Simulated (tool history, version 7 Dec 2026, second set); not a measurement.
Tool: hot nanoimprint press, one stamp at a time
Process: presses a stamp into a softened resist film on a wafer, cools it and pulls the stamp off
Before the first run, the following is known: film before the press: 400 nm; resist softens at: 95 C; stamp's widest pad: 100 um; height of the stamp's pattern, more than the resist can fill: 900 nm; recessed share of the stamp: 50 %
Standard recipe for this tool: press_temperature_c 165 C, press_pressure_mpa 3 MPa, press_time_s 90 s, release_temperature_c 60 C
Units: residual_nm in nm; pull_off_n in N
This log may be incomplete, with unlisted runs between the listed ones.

run   hour  press_temperature_c  press_pressure_mpa  press_time_s  release_temperature_c  residual_nm  pull_off_n
  1      0                  165                   3            90                     60        227.8         348
  2   26.5                  157                   3            90                     60        301.1         355
  3   70.2                  157                   3            90                     60        302.2         369
  4  104.9                  157                   3            90                     60        303.3         370
     134.7  -- plate thermocouple calibrated
  5  152.3                  157                   3            90                     60        294.4         358
  6  183.9                  157                   3            90                     60          296         378
  7  225.9                  157                   3            90                     60        296.5         376
     261.3  -- stamp cleaned and given a new release coat
  8  270.9                  157                   3            90                     60        294.3         246
  9  316.7                  165                4.77            90                     60        181.6         255
 10  357.8                  165                4.77            90                     60        181.7         241
 11  388.9                  171                   3            90                     60        175.2         263
 12    418                  171                   3            90                     60          177         254
 13  451.4                  157                   3            90                     60        298.8         273
 14  488.2                  157                   3            90                     60        299.6         258
 15  527.3                  157                   3            90                     60        299.8         271
 16    570                  157                   3            90                     60        299.4         283
 17  596.1                  169                3.45           172                     46        143.9         318
 18  623.3                  169                3.45           172                     46        144.7         320
 19  652.5                  165                4.07           105                     52        191.9         317
 20  673.6                  161                4.07           105                     53        225.8         315
 21  718.7                  161                4.07           105                     53          228         320
 22  744.7                  161                4.07           105                     53        226.9         322
 23  790.2                  161                4.07           105                     45        228.8         355
 24  818.6                  161                4.07           105                     45        229.5         362
     825.3  -- plate thermocouple calibrated
 25  845.5                  165                2.33            48                     60        288.6         314
 26  891.3                  165                2.33            48                     60        290.7         318
 27  931.7                  165                2.33            48                     60        290.5         324
 28  960.9                  165                   3            90                     64        224.8         308
 29  980.5                  166                4.13            55                     65        220.7         311

Branching from run 29: 5 alternative next runs. What would each branch give?
  A  1007.3                  169                4.13            55                     65            ?           ?
  B  1007.3                  154                4.33            55                     58            ?           ?
  C  1007.3                  166                4.13            55                     63            ?           ?
  D  1007.3                  165                   3            71                     60            ?           ?
  E  1007.3                  168                4.13            88                     65            ?           ?

run  residual_nm  pull_off_n
  A        196.2         316
  B        324.4         332
  C        222.6         314
  D          243         328
  E        174.1         301
With the hidden condition removed and each run's random variation left untouched, the same runs would have given:
run  residual_nm  pull_off_n
  A        184.7         230
  B          314         242
  C        210.4         228
  D        233.7         239
  E        163.4         219
